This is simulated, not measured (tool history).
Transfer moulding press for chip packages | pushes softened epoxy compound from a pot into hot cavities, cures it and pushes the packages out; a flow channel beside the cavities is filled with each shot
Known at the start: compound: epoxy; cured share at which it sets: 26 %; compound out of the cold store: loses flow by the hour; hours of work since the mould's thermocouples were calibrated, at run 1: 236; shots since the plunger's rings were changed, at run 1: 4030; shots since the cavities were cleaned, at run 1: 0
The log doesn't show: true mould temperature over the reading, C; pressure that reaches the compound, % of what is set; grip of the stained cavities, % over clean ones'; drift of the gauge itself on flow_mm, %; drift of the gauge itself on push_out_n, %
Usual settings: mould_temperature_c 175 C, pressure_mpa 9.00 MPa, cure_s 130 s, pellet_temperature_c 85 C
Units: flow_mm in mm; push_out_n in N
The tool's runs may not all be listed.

| run | day | mould_temperature_c | pressure_mpa | cure_s | pellet_temperature_c | hours of work since the mould's thermocouples were calibrated | shots since the plunger's rings were changed | shots since the cavities were cleaned | incoming compound's hours out of the cold store | flow_mm | push_out_n |
|---|---|---|---|---|---|---|---|---|---|---|---|
| 1 | 0.000 | 175 | 9.00 | 130 | 85 | 236 | 4030 | 0 | 21.0 | 838 | 317 |
| 2 | 0.888 | 175 | 9.00 | 130 | 85 | 249 | 4221 | 191 | 16.1 | 845 | 311 |
| 3 | 1.758 | 175 | 9.00 | 130 | 92 | 261 | 4408 | 378 | 15.4 | 861 | 324 |
| 4 | 2.483 | 175 | 9.00 | 130 | 92 | 272 | 4564 | 534 | 43.0 | 766 | 323 |
| 5 | 3.038 | 175 | 9.00 | 130 | 92 | 280 | 4683 | 653 | 32.5 | 793 | 322 |
| 6 | 4.046 | 175 | 6.84 | 130 | 85 | 294 | 4899 | 869 | 47.5 | 647 | 315 |
|  | 4.158 | cavities cleaned with cleaning compound and waxed |
| 7 | 4.571 | 175 | 9.00 | 130 | 85 | 301 | 4999 | 89 | 14.4 | 865 | 321 |
| 8 | 5.525 | 175 | 9.00 | 130 | 85 | 315 | 5203 | 293 | 22.8 | 829 | 325 |
| 9 | 6.367 | 175 | 9.00 | 130 | 85 | 327 | 5384 | 474 | 39.1 | 779 | 330 |
| 10 | 7.146 | 175 | 9.00 | 130 | 85 | 338 | 5551 | 641 | 9.8 | 877 | 324 |
| 11 | 7.688 | 175 | 9.00 | 130 | 85 | 346 | 5667 | 757 | 43.1 | 756 | 306 |
|  | 8.196 | plunger's sealing rings changed |
| 12 | 8.250 | 175 | 9.00 | 130 | 85 | 352 | 11 | 856 | 20.9 | 842 | 322 |
|  | 8.408 | cavities cleaned with cleaning compound and waxed |
| 13 | 8.767 | 175 | 9.00 | 130 | 85 | 359 | 109 | 77 | 45.3 | 752 | 317 |
| 14 | 9.746 | 175 | 9.00 | 130 | 85 | 373 | 319 | 287 | 41.0 | 774 | 308 |
| 15 | 10.583 | 175 | 9.00 | 130 | 85 | 385 | 499 | 467 | 20.1 | 852 | 318 |
| 16 | 11.096 | 175 | 9.00 | 130 | 78 | 392 | 608 | 576 | 33.1 | 806 | 313 |
| 17 | 11.883 | 173 | 9.00 | 130 | 93 | 404 | 778 | 746 | 41.3 | 787 | 344 |
| 18 | 12.312 | 173 | 9.00 | 130 | 93 | 410 | 870 | 838 | 31.1 | 795 | 351 |
|  | 12.538 | cavities cleaned with cleaning compound and waxed |
| 19 | 13.258 | 182 | 9.00 | 130 | 85 | 423 | 1060 | 155 | 21.6 | 809 | 287 |
| 20 | 14.029 | 182 | 8.50 | 130 | 79 | 434 | 1225 | 320 | 20.9 | 792 | 285 |
| 21 | 14.996 | 182 | 8.50 | 130 | 79 | 448 | 1433 | 528 | 29.9 | 756 | 295 |
| 22 | 15.475 | 182 | 8.50 | 130 | 79 | 455 | 1535 | 630 | 43.1 | 726 | 292 |
| 23 | 16.079 | 182 | 8.50 | 130 | 79 | 463 | 1665 | 760 | 43.4 | 711 | 289 |
|  | 16.704 | cavities cleaned with cleaning compound and waxed |
| 24 | 17.121 | 182 | 8.50 | 130 | 79 | 477 | 1875 | 90 | 26.4 | 773 | 281 |
| 25 | 17.875 | 182 | 8.50 | 130 | 79 | 488 | 2038 | 253 | 12.1 | 833 | 291 |
| 26 | 18.550 | 182 | 8.50 | 130 | 79 | 498 | 2182 | 397 | 46.3 | 716 | 290 |
| 27 | 19.167 | 175 | 7.01 | 130 | 82 | 507 | 2314 | 529 | 28.6 | 718 | 309 |
| 28 | 20.008 | 175 | 7.01 | 130 | 82 | 519 | 2496 | 711 | 29.7 | 712 | 311 |

Hidden state at the last listed run before each entry between runs and at the first one after, where it differs:
Between runs 6 and 7: cavities cleaned with cleaning compound and waxed (day 4.158)
  grip of the stained cavities, % over clean ones': 2.1 -> 0.4
Between runs 11 and 12: plunger's sealing rings changed (day 8.196)
  pressure that reaches the compound, % of what is set: 99.69 -> 100; grip of the stained cavities, % over clean ones': 2 -> 2.1
Between runs 12 and 13: cavities cleaned with cleaning compound and waxed (day 8.408)
  pressure that reaches the compound, % of what is set: 100 -> 99.99; grip of the stained cavities, % over clean ones': 2.1 -> 0.3
Between runs 18 and 19: cavities cleaned with cleaning compound and waxed (day 12.538)
  pressure that reaches the compound, % of what is set: 99.95 -> 99.94; grip of the stained cavities, % over clean ones': 2.1 -> 0.7
Between runs 23 and 24: cavities cleaned with cleaning compound and waxed (day 16.704)
  pressure that reaches the compound, % of what is set: 99.91 -> 99.9; grip of the stained cavities, % over clean ones': 2 -> 0.4

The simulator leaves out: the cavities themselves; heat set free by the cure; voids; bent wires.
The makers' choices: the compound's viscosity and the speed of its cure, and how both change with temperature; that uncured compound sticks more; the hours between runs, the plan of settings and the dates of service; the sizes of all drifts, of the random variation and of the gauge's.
